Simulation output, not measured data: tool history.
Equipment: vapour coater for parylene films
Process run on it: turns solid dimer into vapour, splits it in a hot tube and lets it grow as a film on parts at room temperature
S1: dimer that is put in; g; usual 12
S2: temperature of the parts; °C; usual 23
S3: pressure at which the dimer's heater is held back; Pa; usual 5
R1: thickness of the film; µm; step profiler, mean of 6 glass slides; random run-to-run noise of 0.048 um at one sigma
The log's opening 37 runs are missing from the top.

| run | hour | S1 | S2 | S3 | R1 |
|---|---|---|---|---|---|
| 38 | 2155 | 5 | 23 | 5 | 2 |
|  | 2170.6 | trap's valve overhauled |
| 39 | 2221.7 | 14 | 16 | 5 | 8.52 |
| 40 | 2283.4 | 5 | 23 | 8.73 | 2.15 |
| 41 | 2335.6 | 5 | 33 | 4.32 | 1.54 |
| 42 | 2381.7 | 14 | 24 | 7.91 | 5.8 |
| 43 | 2439.5 | 16 | 26 | 5 | 6.27 |
| 44 | 2508 | 16 | 24 | 2.21 | 7.43 |
| 45 | 2591.7 | 17 | 23 | 5 | 7.39 |
| 46 | 2672.7 | 17 | 23 | 5 | 7.36 |

Forecast each of these 5 alternatives for the next run:
| A | 2739.1 | 12 | 23 | 2.07 | ? |
| B | 2739.1 | 17 | 24 | 5 | ? |
| C | 2739.1 | 18 | 25 | 2.52 | ? |
| D | 2739.1 | 6 | 21 | 5 | ? |
| E | 2739.1 | 8 | 28 | 6.69 | ? |

| run | R1 |
|---|---|
| A | 5.75 |
| B | 7.01 |
| C | 7.61 |
| D | 2.79 |
| E | 2.7 |
With no hidden state in the tool, these same runs would have given:
| run | R1 |
|---|---|
| A | 6.14 |
| B | 7.49 |
| C | 8.13 |
| D | 2.98 |
| E | 2.88 |
